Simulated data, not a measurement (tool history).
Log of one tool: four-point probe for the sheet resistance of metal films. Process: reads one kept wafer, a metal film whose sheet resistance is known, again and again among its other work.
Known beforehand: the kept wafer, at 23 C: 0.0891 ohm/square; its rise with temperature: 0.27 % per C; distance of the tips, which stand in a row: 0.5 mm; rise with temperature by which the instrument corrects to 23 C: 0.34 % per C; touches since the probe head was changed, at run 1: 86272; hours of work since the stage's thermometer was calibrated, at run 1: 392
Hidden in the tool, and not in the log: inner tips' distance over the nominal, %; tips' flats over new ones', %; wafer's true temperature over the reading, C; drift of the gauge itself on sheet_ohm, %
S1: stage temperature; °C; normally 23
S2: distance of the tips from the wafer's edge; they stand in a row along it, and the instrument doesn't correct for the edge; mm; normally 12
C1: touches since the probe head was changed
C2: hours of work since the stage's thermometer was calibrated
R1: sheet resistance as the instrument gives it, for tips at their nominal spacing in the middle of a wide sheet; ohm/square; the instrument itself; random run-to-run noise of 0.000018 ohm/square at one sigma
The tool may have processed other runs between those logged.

run     day  S1  S2      C1   C2        R1
  1   0.000  23  12   86272  392  0.088608
  2   0.579  23  12   87040  401  0.088563
  3   0.942  23  12   87518  407  0.088578
  4   1.258  23  12   87940  413  0.088530
  5   1.629  23  12   88430  419  0.088590
  6   2.004  23  12   88928  425  0.088571
  7   2.608  23  12   89726  435  0.088556
  8   3.067  23  12   90331  443  0.088569
  9   3.733  21  12   91216  454  0.088678
 10   4.017  21  12   91592  459  0.088661
 11   4.521  21  12   92260  468  0.088671
 12   5.029  23  12   92930  476  0.088502
 13   5.542  23  12   93608  485  0.088519
 14   6.100  31  39   94347  494  0.087945
 15   6.429  18  39   94786  500  0.088769
 16   6.804  25   4   95279  506  0.089026
 17   7.446  25   4   96131  517  0.089011
 18   7.975  25   4   96832  525  0.089004
 19   8.567  23  29   97611  535  0.088419
 20   8.888  25   4   98038  541  0.089010
 21   9.225  27   7   98488  546  0.088400
 22   9.583  27   7   98963  552  0.088412
 23   9.996  25  25   99507  559  0.088305
 24  10.433  25  25  100084  567  0.088286

Branching from run 24: 3 alternative next runs. What would each branch give?
  A  10.833  31   7  100617  573   ?
  B  10.833  25  10  100617  573   ?
  C  10.833  28  46  100617  573   ?

run        R1
  A  0.088111
  B  0.088388
  C  0.088094
Had the tool no hidden state, the same runs would have come out as:
run        R1
  A  0.088820
  B  0.089100
  C  0.088804
